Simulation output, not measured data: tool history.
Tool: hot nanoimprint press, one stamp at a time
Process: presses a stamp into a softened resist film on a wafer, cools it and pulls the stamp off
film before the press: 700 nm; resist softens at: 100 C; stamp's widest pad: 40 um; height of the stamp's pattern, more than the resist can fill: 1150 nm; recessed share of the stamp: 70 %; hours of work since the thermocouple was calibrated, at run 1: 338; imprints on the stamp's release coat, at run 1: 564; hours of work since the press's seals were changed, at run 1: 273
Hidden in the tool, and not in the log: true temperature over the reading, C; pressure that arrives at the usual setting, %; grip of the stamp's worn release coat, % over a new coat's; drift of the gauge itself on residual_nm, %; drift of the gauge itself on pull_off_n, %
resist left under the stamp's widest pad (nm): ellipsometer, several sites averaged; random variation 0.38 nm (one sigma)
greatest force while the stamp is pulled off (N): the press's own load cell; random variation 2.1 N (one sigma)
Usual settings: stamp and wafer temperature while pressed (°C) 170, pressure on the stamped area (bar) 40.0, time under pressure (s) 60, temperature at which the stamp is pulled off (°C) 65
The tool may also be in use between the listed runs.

run   hour  stamp and wafer temperature while pressed (°C)  pressure on the stamped area (bar)  time under pressure (s)  temperature at which the stamp is pulled off (°C)  hours of work since the thermocouple was calibrated  imprints on the stamp's release coat  hours of work since the press's seals were changed  resist left under the stamp's widest pad (nm)  greatest force while the stamp is pulled off (N)
  1    0.0                                             170                                40.0                       60                                                 65                                                  338                                   564                                                 273                                          267.7                                               207
      17.8  -- stamp cleaned and given a new release coat
  2   42.3                                             170                                58.6                       60                                                 65                                                  361                                   113                                                 297                                          216.0                                               208
  3   90.5                                             170                                58.6                       60                                                 65                                                  393                                   334                                                 328                                          215.8                                               207
  4  132.5                                             170                                40.0                       60                                                 61                                                  420                                   528                                                 355                                          268.4                                               226
     162.5  -- stamp cleaned and given a new release coat
  5  177.9                                             170                                40.0                       60                                                 61                                                  445                                    71                                                 380                                          267.4                                               230
  6  212.1                                             170                                40.0                       60                                                 61                                                  467                                   228                                                 403                                          267.5                                               230
  7  264.9                                             170                                40.0                       60                                                 61                                                  501                                   471                                                 437                                          268.3                                               236
     297.7  -- plate thermocouple calibrated
     309.5  -- stamp cleaned and given a new release coat
  8  316.1                                             170                                40.2                       60                                                 61                                                    8                                    31                                                 464                                          267.0                                               226
  9  384.8                                             170                                40.0                       49                                                 65                                                   52                                   347                                                 508                                          288.2                                               204
 10  433.2                                             170                                40.0                       60                                                 65                                                   84                                   569                                                 540                                          267.7                                               210
     446.9  -- press's hydraulic seals changed and the load cell set to zero
     458.1  -- stamp cleaned and given a new release coat
 11  489.9                                             170                                40.0                       60                                                 65                                                  111                                   147                                                  24                                          267.5                                               205
 12  550.7                                             170                                40.0                       60                                                 65                                                  151                                   426                                                  63                                          268.6                                               210
     598.4  -- stamp cleaned and given a new release coat
 13  600.5                                             161                                40.0                       60                                                 65                                                  179                                    10                                                  92                                          351.7                                               208
 14  644.5                                             161                                40.0                       73                                                 65                                                  207                                   212                                                 120                                          329.3                                               207

Forecast run 15:
 15  678.1                                             160                                24.0                       97                                                 59                                                  229                                   367                                                 142                                              ?                                                 ?

{"run 15": {"resist left under the stamp's widest pad (nm)": 398.5, "greatest force while the stamp is pulled off (N)": 244}}
Without the tool's hidden state the same run would have given resist left under the stamp's widest pad (nm) 398.5, greatest force while the stamp is pulled off (N) 243.
